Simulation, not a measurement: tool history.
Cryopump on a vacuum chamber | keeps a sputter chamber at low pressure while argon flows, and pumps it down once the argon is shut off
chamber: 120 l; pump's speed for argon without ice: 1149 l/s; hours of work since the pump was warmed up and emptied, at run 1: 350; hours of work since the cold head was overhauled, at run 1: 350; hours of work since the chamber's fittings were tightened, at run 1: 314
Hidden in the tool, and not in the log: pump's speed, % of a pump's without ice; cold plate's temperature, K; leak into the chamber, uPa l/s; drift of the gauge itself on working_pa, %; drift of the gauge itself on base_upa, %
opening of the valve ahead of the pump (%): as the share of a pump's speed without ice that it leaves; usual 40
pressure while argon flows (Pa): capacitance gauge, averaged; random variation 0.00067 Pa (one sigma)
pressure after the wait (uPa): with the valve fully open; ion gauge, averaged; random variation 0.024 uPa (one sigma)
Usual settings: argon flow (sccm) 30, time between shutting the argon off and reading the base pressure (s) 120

| run | hour | argon flow (sccm) | time between shutting the argon off and reading the base pressure (s) | opening of the valve ahead of the pump (%) | hours of work since the pump was warmed up and emptied | hours of work since the cold head was overhauled | hours of work since the chamber's fittings were tightened | pressure while argon flows (Pa) | pressure after the wait (uPa) |
|---|---|---|---|---|---|---|---|---|---|
| 1 | 0.0 | 30 | 120 | 40 | 350 | 350 | 314 | 0.1168 | 1.36 |
| 2 | 18.4 | 30 | 34 | 40 | 360 | 360 | 324 | 0.1163 | 2.84 |
| 3 | 38.2 | 30 | 120 | 17 | 370 | 370 | 334 | 0.2673 | 1.32 |
| 4 | 56.7 | 30 | 120 | 17 | 380 | 380 | 343 | 0.2673 | 1.36 |
| 5 | 79.9 | 30 | 76 | 40 | 392 | 392 | 356 | 0.1169 | 1.75 |
| 6 | 90.7 | 30 | 120 | 40 | 398 | 398 | 361 | 0.1162 | 1.44 |
| 7 | 109.6 | 30 | 120 | 40 | 407 | 407 | 371 | 0.1183 | 1.39 |
| 8 | 125.0 | 30 | 120 | 45 | 415 | 415 | 379 | 0.1054 | 1.43 |
| 9 | 140.2 | 31 | 131 | 22 | 423 | 423 | 387 | 0.2149 | 1.35 |
| 10 | 159.7 | 27 | 24 | 20 | 434 | 434 | 397 | 0.2054 | 3.94 |
| 11 | 175.1 | 19 | 143 | 16 | 442 | 442 | 405 | 0.1796 | 1.41 |

The same runs without the tool's hidden state, with the same run-to-run variation:
| run | pressure while argon flows (Pa) | pressure after the wait (uPa) |
|---|---|---|
| 1 | 0.1106 | 0.92 |
| 2 | 0.1100 | 2.41 |
| 3 | 0.2607 | 0.87 |
| 4 | 0.2605 | 0.88 |
| 5 | 0.1099 | 1.26 |
| 6 | 0.1091 | 0.93 |
| 7 | 0.1110 | 0.89 |
| 8 | 0.0979 | 0.90 |
| 9 | 0.2071 | 0.82 |
| 10 | 0.1984 | 3.39 |
| 11 | 0.1746 | 0.85 |
